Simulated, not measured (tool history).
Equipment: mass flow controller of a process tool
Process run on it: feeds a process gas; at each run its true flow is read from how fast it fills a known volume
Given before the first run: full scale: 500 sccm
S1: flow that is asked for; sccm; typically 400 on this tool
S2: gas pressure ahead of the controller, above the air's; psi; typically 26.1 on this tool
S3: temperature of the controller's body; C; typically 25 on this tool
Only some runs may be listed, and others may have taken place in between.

run 1 hour=0.0 | S1=400 S2=26.1 S3=25 | true_flow_(%)=99.79
run 2 hour=56.1 | S1=400 S2=26.1 S3=25 | true_flow_(%)=99.97
run 3 hour=116.5 | S1=400 S2=26.1 S3=36 | true_flow_(%)=100.49
-- hour=121.4 controller's zero set anew
run 4 hour=168.5 | S1=400 S2=26.1 S3=33 | true_flow_(%)=100.39
run 5 hour=228.2 | S1=400 S2=26.1 S3=33 | true_flow_(%)=100.32
run 6 hour=299.4 | S1=207 S2=26.1 S3=25 | true_flow_(%)=99.74
run 7 hour=360.8 | S1=52 S2=26.1 S3=37 | true_flow_(%)=101.43
-- hour=408.4 controller's zero set anew, once more
run 8 hour=425.8 | S1=52 S2=26.1 S3=37 | true_flow_(%)=99.97
run 9 hour=462.5 | S1=400 S2=21.5 S3=22 | true_flow_(%)=99.72
run 10 hour=527.9 | S1=400 S2=26.1 S3=33 | true_flow_(%)=100.30
run 11 hour=567.5 | S1=400 S2=34.4 S3=25 | true_flow_(%)=99.40

Predict each of these 5 candidate next runs independently; none follows another, all start after run 11:
run A hour=626.9 | S1=110 S2=22.0 S3=25 | true_flow_(%)=?
run B hour=626.9 | S1=343 S2=28.1 S3=25 | true_flow_(%)=?
run C hour=626.9 | S1=77 S2=29.9 S3=21 | true_flow_(%)=?
run D hour=626.9 | S1=181 S2=21.5 S3=25 | true_flow_(%)=?
run E hour=626.9 | S1=427 S2=39.2 S3=32 | true_flow_(%)=?

run=A true_flow_(%)=99.40
run=B true_flow_(%)=99.43
run=C true_flow_(%)=98.75
run=D true_flow_(%)=99.68
run=E true_flow_(%)=99.44
The same runs, with their run-to-run variation unchanged, on a tool lacking any hidden condition would have given:
run=A true_flow_(%)=99.72
run=B true_flow_(%)=99.77
run=C true_flow_(%)=99.05
run=D true_flow_(%)=100.01
run=E true_flow_(%)=99.78

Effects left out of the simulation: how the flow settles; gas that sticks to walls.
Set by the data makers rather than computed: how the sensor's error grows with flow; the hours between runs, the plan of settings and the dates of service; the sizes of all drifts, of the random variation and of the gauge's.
